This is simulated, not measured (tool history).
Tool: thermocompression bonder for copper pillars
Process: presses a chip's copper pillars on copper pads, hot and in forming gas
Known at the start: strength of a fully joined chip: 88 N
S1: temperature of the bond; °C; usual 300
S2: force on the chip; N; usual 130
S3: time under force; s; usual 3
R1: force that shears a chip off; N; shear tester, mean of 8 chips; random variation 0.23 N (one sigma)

Run 1, hour 0.0: usual settings. Result: R1 50.8 N.
Run 2, hour 55.6: usual settings but S1 271 °C. Result: R1 38.2 N.
Run 3, hour 81.4: usual settings but S1 271 °C. Result: R1 38.1 N.
Run 4, hour 132.4: usual settings but S1 271 °C. Result: R1 38.1 N.
Run 5, hour 181.0: usual settings but S3 4 s. Result: R1 53.6 N.
Run 6, hour 227.7: usual settings but S3 4 s. Result: R1 53.6 N.
Run 7, hour 277.1: usual settings but S3 4 s. Result: R1 52.8 N.
Run 8, hour 307.4: usual settings. Result: R1 48.5 N.
At hour 351.9: forming gas filter changed.
Run 9, hour 351.9: usual settings but S1 270 °C. Result: R1 41.1 N.
Run 10, hour 397.8: usual settings but S1 270 °C, S2 116 N. Result: R1 36.0 N.
Run 11, hour 443.1: usual settings but S1 270 °C, S2 116 N. Result: R1 35.9 N.
Run 12, hour 476.8: usual settings but S1 270 °C, S2 116 N. Result: R1 36.2 N.
At hour 483.9: force cell calibrated.
Run 13, hour 517.4: usual settings but S1 270 °C, S2 116 N. Result: R1 36.4 N.
Run 14, hour 562.9: usual settings but S1 270 °C, S2 116 N, S3 2 s. Result: R1 30.8 N.
At hour 584.4: force cell calibrated, once more.
Run 15, hour 619.3: usual settings but S1 270 °C, S2 116 N, S3 2 s. Result: R1 28.8 N.
Run 16, hour 674.6: usual settings but S1 270 °C, S2 116 N, S3 2 s. Result: R1 28.4 N.
Run 17, hour 716.4: usual settings but S1 270 °C, S2 116 N, S3 2 s. Result: R1 28.3 N.
Run 18, hour 749.9: usual settings but S1 279 °C, S2 116 N, S3 2 s. Result: R1 31.3 N.
Run 19, hour 777.0: usual settings but S1 279 °C, S2 116 N, S3 2 s. Result: R1 31.2 N.
At hour 816.7: heater calibrated with a thermocouple chip.
Run 20, hour 841.1: usual settings but S3 9 s. Result: R1 61.1 N.
At hour 876.7: forming gas filter changed.
Run 21, hour 885.1: usual settings but S2 182 N, S3 7 s. Result: R1 76.9 N.
Run 22, hour 938.9: usual settings but S1 326 °C, S2 150 N, S3 4 s. Result: R1 71.2 N.
Run 23, hour 1000.3: usual settings but S1 298 °C, S2 175 N, S3 4 s. Result: R1 66.0 N.
Run 24, hour 1059.8: usual settings but S2 142 N, S3 4 s. Result: R1 57.7 N.
Run 25, hour 1102.9: usual settings but S1 275 °C, S2 132 N, S3 4 s. Result: R1 43.7 N.
Run 26, hour 1157.7: usual settings but S1 283 °C, S2 132 N, S3 4 s. Result: R1 47.0 N.
Run 27, hour 1203.1: usual settings but S1 283 °C, S2 132 N, S3 4 s. Result: R1 46.3 N.
Run 28, hour 1240.5: usual settings but S1 283 °C, S2 132 N, S3 4 s. Result: R1 45.6 N.
Run 29, hour 1273.4: usual settings but S1 283 °C, S2 132 N, S3 4 s. Result: R1 46.0 N.
Run 30, hour 1336.2: usual settings but S1 317 °C, S2 113 N, S3 7 s. Result: R1 59.9 N.
Run 31, hour 1383.4: usual settings but S1 317 °C, S2 113 N, S3 7 s. Result: R1 59.8 N.
At hour 1398.6: forming gas filter changed.
Run 32, hour 1411.0: usual settings but S2 119 N, S3 2 s. Result: R1 42.5 N.
Run 33, hour 1454.9: usual settings but S1 330 °C. Result: R1 64.2 N.
Run 34, hour 1494.3: usual settings but S1 325 °C, S2 90 N. Result: R1 45.8 N.
Run 35, hour 1535.7: usual settings but S1 287 °C, S2 143 N, S3 2 s. Result: R1 43.7 N.
Run 36, hour 1594.3: usual settings but S1 287 °C, S2 143 N, S3 2 s. Result: R1 43.2 N.
Run 37, hour 1651.9: usual settings but S1 287 °C, S2 143 N, S3 2 s. Result: R1 43.1 N.
At hour 1707.6: heater calibrated with a thermocouple chip.
Run 38, hour 1709.3: usual settings but S2 145 N, S3 7 s. Result: R1 65.3 N.
Run 39, hour 1755.3: usual settings but S1 284 °C, S2 107 N, S3 4 s. Result: R1 38.5 N.

Measured less the same run without the tool's hidden state. The same run-to-run variation is in both; the gauge's scatter may not be:
The hidden state here: true temperature of the bond over the reading, C; force that reaches the chip, % of what is set; oxide that the forming gas leaves, % of the face; drift of the gauge itself on shear_n, %.
run    R1
  1  +0.2
  2  +0.2
  3  +0.0
  4  -0.3
  5  -1.7
  6  -2.0
  7  -2.5
  8  -2.3
  9  +3.1
 10  +2.8
 11  +2.5
 12  +2.4
 13  +2.5
 14  +2.2
 15  +0.1
 16  -0.1
 17  -0.2
 18  -0.6
 19  -0.7
 20  -7.1
 21  -0.2
 22  -0.7
 23  -1.4
 24  -1.7
 25  -1.5
 26  -2.0
 27  -2.3
 28  -2.6
 29  -2.9
 30  -5.1
 31  -5.6
 32  +1.6
 33  +1.0
 34  +1.1
 35  +0.9
 36  +0.5
 37  +0.1
 38  -3.5
 39  -1.8

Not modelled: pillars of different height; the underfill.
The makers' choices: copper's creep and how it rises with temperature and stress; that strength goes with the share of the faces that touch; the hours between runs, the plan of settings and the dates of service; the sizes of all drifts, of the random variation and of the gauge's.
